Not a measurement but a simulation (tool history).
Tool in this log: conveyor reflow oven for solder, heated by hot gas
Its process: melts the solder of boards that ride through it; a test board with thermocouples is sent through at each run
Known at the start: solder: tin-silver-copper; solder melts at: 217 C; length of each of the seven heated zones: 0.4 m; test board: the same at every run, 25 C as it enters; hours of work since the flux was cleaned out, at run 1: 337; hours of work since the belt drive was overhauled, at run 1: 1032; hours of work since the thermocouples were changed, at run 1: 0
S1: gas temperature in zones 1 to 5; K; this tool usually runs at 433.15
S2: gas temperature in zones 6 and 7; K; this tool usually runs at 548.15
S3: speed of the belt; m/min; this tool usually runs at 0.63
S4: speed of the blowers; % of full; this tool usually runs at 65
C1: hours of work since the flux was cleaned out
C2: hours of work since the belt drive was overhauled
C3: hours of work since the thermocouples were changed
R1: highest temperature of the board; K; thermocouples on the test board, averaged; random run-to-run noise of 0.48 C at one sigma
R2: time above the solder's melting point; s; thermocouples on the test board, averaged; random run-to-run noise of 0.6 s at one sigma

Run 1, hour 0: usual settings; C1 337; C2 1032; C3 0. Result: R1 526.75 K, R2 53.2 s.
Run 2, hour 46.9: usual settings but S1 438.15 K; C1 360; C2 1056; C3 24. Result: R1 527.65 K, R2 57.4 s.
Run 3, hour 86.9: usual settings; C1 381; C2 1076; C3 44. Result: R1 526.75 K, R2 54.1 s.
Run 4, hour 119.3: usual settings but S3 0.56 m/min; C1 397; C2 1092; C3 61. Result: R1 530.45 K, R2 65.8 s.
Run 5, hour 141.1: usual settings but S3 0.538 m/min; C1 408; C2 1103; C3 72. Result: R1 532.15 K, R2 69.3 s.
Run 6, hour 183.3: usual settings but S3 0.538 m/min; C1 430; C2 1125; C3 93. Result: R1 531.45 K, R2 68.1 s.
Run 7, hour 224.4: usual settings but S3 0.538 m/min; C1 451; C2 1146; C3 114. Result: R1 531.15 K, R2 68.9 s.
At hour 249.5: flux residue cleaned out of gas plates and filters.
Run 8, hour 276.6: usual settings; C1 14; C2 1170; C3 138. Result: R1 529.35 K, R2 55.1 s.
Run 9, hour 307.4: usual settings but S1 431.15 K; C1 29; C2 1185; C3 153. Result: R1 529.15 K, R2 55.9 s.
Run 10, hour 336.7: usual settings but S4 62 % of full; C1 44; C2 1200; C3 168. Result: R1 528.55 K, R2 54.5 s.
Run 11, hour 378.5: usual settings; C1 65; C2 1221; C3 189. Result: R1 528.85 K, R2 57.2 s.
Run 12, hour 422.9: usual settings; C1 88; C2 1244; C3 212. Result: R1 529.05 K, R2 55.9 s.
Run 13, hour 469.2: usual settings but S3 0.632 m/min; C1 111; C2 1267; C3 235. Result: R1 528.45 K, R2 56.1 s.
Run 14, hour 513: usual settings but S3 0.575 m/min, S4 54 % of full; C1 134; C2 1289; C3 258. Result: R1 526.15 K, R2 58.5 s.
Run 15, hour 537.5: usual settings but S1 419.15 K, S2 545.15 K, S3 0.707 m/min, S4 66 % of full; C1 146; C2 1302; C3 270. Result: R1 518.95 K, R2 38.3 s.
Run 16, hour 582.1: usual settings but S1 419.15 K, S2 545.15 K, S3 0.511 m/min, S4 66 % of full; C1 169; C2 1325; C3 293. Result: R1 530.95 K, R2 67.8 s.
Run 17, hour 619.4: usual settings but S1 419.15 K, S2 545.15 K, S3 0.511 m/min, S4 66 % of full; C1 188; C2 1343; C3 312. Result: R1 530.45 K, R2 67.1 s.
Run 18, hour 642.6: usual settings but S1 419.15 K, S2 555.15 K, S3 0.567 m/min; C1 199; C2 1355; C3 323. Result: R1 535.55 K, R2 64 s.
Run 19, hour 676.4: usual settings but S1 419.15 K, S2 555.15 K, S3 0.567 m/min, S4 83 % of full; C1 217; C2 1372; C3 341. Result: R1 540.75 K, R2 69.6 s.
Run 20, hour 706.2: usual settings but S3 0.523 m/min, S4 72 % of full; C1 232; C2 1387; C3 356. Result: R1 534.85 K, R2 74.5 s.
Run 21, hour 757.6: usual settings but S1 434.15 K, S2 542.15 K, S3 0.725 m/min, S4 72 % of full; C1 258; C2 1414; C3 382. Result: R1 518.75 K, R2 42.4 s.
Run 22, hour 798.1: usual settings but S1 440.15 K, S2 540.15 K, S3 0.617 m/min; C1 278; C2 1434; C3 402. Result: R1 521.75 K, R2 53.5 s.
Run 23, hour 838.5: usual settings but S1 446.15 K, S2 536.15 K, S3 0.702 m/min, S4 56 % of full; C1 299; C2 1455; C3 423. Result: R1 510.95 K, R2 37.9 s.

Predict the results of run 24:
Run 24, hour 879.3: usual settings but S1 427.15 K, S2 552.15 K, S3 0.75 m/min; C1 319; C2 1475; C3 443. Result: R1 ?, R2 ?.

Run 24 came out at R1 520.45 K, R2 39 s.
If the tool had no hidden condition, the same run with the same run-to-run variation would have returned R1 524.65 K, R2 41.1 s.
